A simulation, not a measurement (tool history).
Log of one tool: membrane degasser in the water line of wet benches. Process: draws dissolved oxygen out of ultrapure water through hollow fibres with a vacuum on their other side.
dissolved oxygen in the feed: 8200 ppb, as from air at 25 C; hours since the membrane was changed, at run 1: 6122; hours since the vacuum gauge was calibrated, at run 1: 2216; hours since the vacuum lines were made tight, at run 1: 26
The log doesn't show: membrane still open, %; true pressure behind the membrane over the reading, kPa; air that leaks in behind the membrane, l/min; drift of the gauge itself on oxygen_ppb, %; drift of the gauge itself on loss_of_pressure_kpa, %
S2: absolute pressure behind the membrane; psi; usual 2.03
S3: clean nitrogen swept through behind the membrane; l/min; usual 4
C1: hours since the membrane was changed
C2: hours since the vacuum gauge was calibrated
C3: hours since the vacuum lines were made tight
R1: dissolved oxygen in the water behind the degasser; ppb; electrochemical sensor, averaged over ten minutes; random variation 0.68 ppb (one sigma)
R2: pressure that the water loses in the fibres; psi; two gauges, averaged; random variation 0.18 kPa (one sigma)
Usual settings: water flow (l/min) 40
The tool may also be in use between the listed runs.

run 1 hour=0 | water_flow_(l/min)=40 S2=2.03 S3=4 | C1=6122 C2=2216 C3=26 | R1=258.4 R2=5.155
run 2 hour=231.9 | water_flow_(l/min)=40 S2=2.03 S3=4 | C1=6354 C2=2448 C3=258 | R1=259.6 R2=5.124
run 3 hour=440.6 | water_flow_(l/min)=40 S2=2.03 S3=4 | C1=6563 C2=2657 C3=466 | R1=258.5 R2=5.134
run 4 hour=572.3 | water_flow_(l/min)=40 S2=3.13 S3=4 | C1=6694 C2=2789 C3=598 | R1=424.7 R2=5.121
run 5 hour=700.2 | water_flow_(l/min)=40 S2=3.13 S3=4 | C1=6822 C2=2917 C3=726 | R1=426.7 R2=5.139
run 6 hour=945.6 | water_flow_(l/min)=40 S2=3.13 S3=4 | C1=7068 C2=3162 C3=971 | R1=426.1 R2=5.136
run 7 hour=1119 | water_flow_(l/min)=40 S2=2.03 S3=3.65 | C1=7241 C2=3335 C3=1145 | R1=281.5 R2=5.197
run 8 hour=1223.5 | water_flow_(l/min)=40 S2=2.03 S3=3.65 | C1=7345 C2=3440 C3=1249 | R1=282.5 R2=5.172
run 9 hour=1419.2 | water_flow_(l/min)=40 S2=2.03 S3=4 | C1=7541 C2=3636 C3=1445 | R1=260 R2=5.181
run 10 hour=1548.4 | water_flow_(l/min)=40 S2=2.03 S3=4 | C1=7670 C2=3765 C3=1574 | R1=259.7 R2=5.226
run 11 hour=1704.2 | water_flow_(l/min)=40 S2=2.03 S3=4 | C1=7826 C2=3921 C3=1730 | R1=261.4 R2=5.175
run 12 hour=1835.2 | water_flow_(l/min)=40 S2=2.03 S3=4 | C1=7957 C2=4052 C3=1861 | R1=260.2 R2=5.214
run 13 hour=2042.2 | water_flow_(l/min)=40 S2=2.03 S3=5.59 | C1=8164 C2=4259 C3=2068 | R1=194.4 R2=5.25
-- hour=2063.6 vacuum gauge calibrated
run 14 hour=2287.8 | water_flow_(l/min)=40 S2=2.03 S3=5.59 | C1=8409 C2=224 C3=2313 | R1=195.4 R2=5.247
run 15 hour=2436.4 | water_flow_(l/min)=40 S2=1.71 S3=4 | C1=8558 C2=373 C3=2462 | R1=213.3 R2=5.268
run 16 hour=2677.7 | water_flow_(l/min)=40 S2=1.71 S3=4 | C1=8799 C2=614 C3=2703 | R1=212.9 R2=5.263
run 17 hour=2824.9 | water_flow_(l/min)=36 S2=4.5 S3=3.61 | C1=8946 C2=761 C3=2850 | R1=619.6 R2=4.704
run 18 hour=3015.7 | water_flow_(l/min)=36 S2=4.5 S3=3.61 | C1=9137 C2=952 C3=3041 | R1=619.5 R2=4.775
run 19 hour=3255.7 | water_flow_(l/min)=40 S2=2.03 S3=3.72 | C1=9377 C2=1192 C3=3281 | R1=282 R2=5.275
-- hour=3295.6 vacuum gauge calibrated, once more
run 20 hour=3480.9 | water_flow_(l/min)=35 S2=1.65 S3=2.19 | C1=9602 C2=185 C3=3506 | R1=295.7 R2=4.646
run 21 hour=3625.8 | water_flow_(l/min)=54 S2=2.03 S3=1.65 | C1=9747 C2=330 C3=3651 | R1=717.2 R2=7.073
run 22 hour=3806.3 | water_flow_(l/min)=24 S2=2.03 S3=10.17 | C1=9927 C2=511 C3=3831 | R1=63.7 R2=3.165
run 23 hour=3983 | water_flow_(l/min)=24 S2=2.03 S3=10.17 | C1=10104 C2=687 C3=4008 | R1=63.9 R2=3.175
run 24 hour=4083.7 | water_flow_(l/min)=45 S2=2.03 S3=10.17 | C1=10205 C2=788 C3=4109 | R1=134.6 R2=5.977
run 25 hour=4221.8 | water_flow_(l/min)=45 S2=2.03 S3=10.17 | C1=10343 C2=926 C3=4247 | R1=135.1 R2=6.002
run 26 hour=4431.9 | water_flow_(l/min)=45 S2=2.03 S3=10.17 | C1=10553 C2=1136 C3=4457 | R1=134.6 R2=5.999
run 27 hour=4547.4 | water_flow_(l/min)=25 S2=2.22 S3=1.7 | C1=10668 C2=1252 C3=4572 | R1=394 R2=3.303
run 28 hour=4690.4 | water_flow_(l/min)=47 S2=1.8 S3=1.82 | C1=10811 C2=1395 C3=4715 | R1=511.8 R2=6.258
run 29 hour=4804.1 | water_flow_(l/min)=47 S2=1.8 S3=6.15 | C1=10925 C2=1508 C3=4829 | R1=189.3 R2=6.27
run 30 hour=4923.1 | water_flow_(l/min)=47 S2=1.8 S3=6.15 | C1=11044 C2=1627 C3=4948 | R1=190.4 R2=6.309
run 31 hour=5070.8 | water_flow_(l/min)=32 S2=4.79 S3=4.01 | C1=11192 C2=1775 C3=5096 | R1=540.1 R2=4.267
run 32 hour=5250.6 | water_flow_(l/min)=28 S2=2.94 S3=4.01 | C1=11372 C2=1955 C3=5275 | R1=281.2 R2=3.703

3 ways to go on from here, each from the tool as it stands after run 32. What would each give?
run A hour=5417.7 | water_flow_(l/min)=28 S2=2.03 S3=10.72 | C1=11539 C2=2122 C3=5443 | R1=? R2=?
run B hour=5417.7 | water_flow_(l/min)=32 S2=3.57 S3=1.62 | C1=11539 C2=2122 C3=5443 | R1=? R2=?
run C hour=5417.7 | water_flow_(l/min)=38 S2=2.32 S3=3 | C1=11539 C2=2122 C3=5443 | R1=? R2=?

run=A R1=72 R2=3.765
run=B R1=864.4 R2=4.296
run=C R1=373.8 R2=5.086
Without the tool's hidden state the same runs would have given:
run=A R1=70.3 R2=3.436
run=B R1=859 R2=3.919
run=C R1=367.2 R2=4.64

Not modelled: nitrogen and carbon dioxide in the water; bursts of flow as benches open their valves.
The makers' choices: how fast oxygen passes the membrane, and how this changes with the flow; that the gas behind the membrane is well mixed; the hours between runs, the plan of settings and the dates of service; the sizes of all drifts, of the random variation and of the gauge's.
